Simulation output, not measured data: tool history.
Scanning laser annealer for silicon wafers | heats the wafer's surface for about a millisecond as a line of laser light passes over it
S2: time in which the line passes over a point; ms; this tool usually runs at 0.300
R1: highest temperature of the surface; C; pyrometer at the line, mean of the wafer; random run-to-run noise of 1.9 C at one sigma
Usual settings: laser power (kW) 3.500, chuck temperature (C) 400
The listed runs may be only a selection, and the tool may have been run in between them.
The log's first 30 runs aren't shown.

{"run": 31, "hour": 520.8, "laser power (kW)": 3.325, "S2": 0.215, "chuck temperature (C)": 405, "R1": 993}
{"run": 32, "hour": 537.6, "laser power (kW)": 3.519, "S2": 0.219, "chuck temperature (C)": 400, "R1": 1026}
{"run": 33, "hour": 554.7, "laser power (kW)": 3.494, "S2": 0.212, "chuck temperature (C)": 377, "R1": 991}
{"run": 34, "hour": 575.0, "laser power (kW)": 3.494, "S2": 0.212, "chuck temperature (C)": 377, "R1": 988}
{"run": 35, "hour": 587.9, "laser power (kW)": 3.73, "S2": 0.348, "chuck temperature (C)": 375, "R1": 1219}
{"run": 36, "hour": 606.4, "laser power (kW)": 3.73, "S2": 0.348, "chuck temperature (C)": 388, "R1": 1230}
{"run": 37, "hour": 628.0, "laser power (kW)": 3.73, "S2": 0.318, "chuck temperature (C)": 388, "R1": 1190}
{"run": 38, "hour": 647.0, "laser power (kW)": 3.73, "S2": 0.318, "chuck temperature (C)": 388, "R1": 1193}
{"run": 39, "hour": 667.9, "laser power (kW)": 3.11, "S2": 0.369, "chuck temperature (C)": 397, "R1": 1132}
{"run": 40, "hour": 685.0, "laser power (kW)": 3.5, "S2": 0.219, "chuck temperature (C)": 400, "R1": 1023}
{"run": 41, "hour": 700.9, "laser power (kW)": 3.5, "S2": 0.304, "chuck temperature (C)": 400, "R1": 1140}

Predict each of these 4 candidate next runs independently; none follows another, all start after run 41:
{"run": "A", "hour": 713.0, "laser power (kW)": 3.5, "S2": 0.357, "chuck temperature (C)": 404, "R1": "?"}
{"run": "B", "hour": 713.0, "laser power (kW)": 3.388, "S2": 0.26, "chuck temperature (C)": 365, "R1": "?"}
{"run": "C", "hour": 713.0, "laser power (kW)": 3.772, "S2": 0.304, "chuck temperature (C)": 376, "R1": "?"}
{"run": "D", "hour": 713.0, "laser power (kW)": 3.5, "S2": 0.304, "chuck temperature (C)": 412, "R1": "?"}

run=A R1=1205
run=B R1=1030
run=C R1=1168
run=D R1=1150
Take away the tool's hidden state, keep each run's random variation, and the runs would have read:
run=A R1=1217
run=B R1=1040
run=C R1=1180
run=D R1=1161
